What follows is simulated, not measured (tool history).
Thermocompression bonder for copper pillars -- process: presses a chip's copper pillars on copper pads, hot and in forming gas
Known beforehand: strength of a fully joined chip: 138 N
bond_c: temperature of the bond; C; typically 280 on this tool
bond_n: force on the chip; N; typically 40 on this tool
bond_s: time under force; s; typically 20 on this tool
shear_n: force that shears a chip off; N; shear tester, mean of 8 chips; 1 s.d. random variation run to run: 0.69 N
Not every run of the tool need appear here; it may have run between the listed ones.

run	hour	bond_c	bond_n	bond_s	shear_n
1	0	280	40	20	79.9
2	9	280	40	20	80.1
3	16.6	280	40	20	81
4	24.1	280	40	20	78.6
5	29.6	280	40	20	80.1
6	38.6	280	40	20	79.9
7	43.1	280	40	20	79.9
8	51.3	280	40	13	70
# hour 55.1: forming gas filter changed
9	62.3	280	40	44	106.1
10	68.4	280	40	44	105.9
11	76.7	276	29	21	72.3
12	83.1	276	29	21	72.2
13	94.1	308	40	20	110.2
14	104	278	53	14	83.5
15	108.6	278	53	14	82.4
16	116.9	253	48	46	85.4
17	123.4	300	42	32	114.7

Run by run, hidden condition taken away, random variation retained:
Hidden state present: true temperature of the bond over the reading, C; force that reaches the chip, % of what is set; oxide that the forming gas leaves, % of the face; drift of the gauge itself on shear_n, %.
run	shear_n
1	89.4
2	89.8
3	90.9
4	88.4
5	90.2
6	90.1
7	90.2
8	79.7
9	110.3
10	110.2
11	77
12	77
13	114.5
14	88.8
15	87.8
16	91.5
17	119.4
